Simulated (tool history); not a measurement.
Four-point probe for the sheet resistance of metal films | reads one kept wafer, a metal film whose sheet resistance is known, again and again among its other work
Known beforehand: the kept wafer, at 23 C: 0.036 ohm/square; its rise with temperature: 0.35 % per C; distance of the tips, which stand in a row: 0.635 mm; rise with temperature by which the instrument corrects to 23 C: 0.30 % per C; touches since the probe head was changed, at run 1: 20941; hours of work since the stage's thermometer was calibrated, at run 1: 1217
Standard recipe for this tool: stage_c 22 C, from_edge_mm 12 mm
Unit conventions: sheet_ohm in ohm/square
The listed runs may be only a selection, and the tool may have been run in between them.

| run | day | stage_c | from_edge_mm | touches since the probe head was changed | hours of work since the stage's thermometer was calibrated | sheet_ohm |
|---|---|---|---|---|---|---|
| 1 | 0.000 | 22 | 12 | 20941 | 1217 | 0.035854 |
| 2 | 0.608 | 22 | 12 | 21361 | 1226 | 0.035875 |
| 3 | 1.850 | 22 | 12 | 22219 | 1242 | 0.035848 |
| 4 | 3.046 | 22 | 12 | 23047 | 1258 | 0.035860 |
| 5 | 3.796 | 22 | 12 | 23565 | 1268 | 0.035851 |
| 6 | 5.062 | 22 | 12 | 24441 | 1285 | 0.035857 |
| 7 | 6.071 | 22 | 12 | 25138 | 1298 | 0.035852 |
| 8 | 7.117 | 22 | 12 | 25860 | 1312 | 0.035860 |
| 9 | 8.025 | 22 | 12 | 26488 | 1324 | 0.035868 |
| 10 | 8.979 | 22 | 12 | 27149 | 1337 | 0.035844 |
| 11 | 9.788 | 22 | 12 | 27706 | 1347 | 0.035852 |
| 12 | 10.708 | 19 | 12 | 28343 | 1360 | 0.035784 |
| 13 | 11.875 | 19 | 55 | 29151 | 1375 | 0.035741 |
| 14 | 12.546 | 26 | 12 | 29615 | 1384 | 0.035920 |
| 15 | 13.571 | 26 | 12 | 30322 | 1398 | 0.035924 |
| 16 | 14.529 | 26 | 12 | 30986 | 1411 | 0.035918 |
|  | 14.658 | stage's thermometer calibrated |
| 17 | 15.288 | 22 | 46 | 31494 | 8 | 0.035811 |
| 18 | 16.317 | 32 | 29 | 32207 | 22 | 0.035998 |
| 19 | 16.971 | 33 | 55 | 32659 | 31 | 0.036000 |
|  | 18.212 | stage's thermometer calibrated, once more |
| 20 | 18.221 | 35 | 19 | 33508 | 0 | 0.036031 |
| 21 | 19.200 | 26 | 31 | 34184 | 13 | 0.035849 |
| 22 | 20.104 | 24 | 5 | 34810 | 25 | 0.036105 |
| 23 | 20.900 | 27 | 10 | 35362 | 36 | 0.035927 |
| 24 | 21.850 | 26 | 7 | 36018 | 48 | 0.035987 |
| 25 | 22.788 | 26 | 7 | 36665 | 61 | 0.035967 |

Run 26 comes next. What will it give?
| 26 | 23.771 | 27 | 11 | 37346 | 74 | ? |

Logged for run 26: sheet_ohm 0.035911 ohm/square.
With the hidden condition absent and the run-to-run variation left alone, this run would have shown sheet_ohm 0.036145 ohm/square.
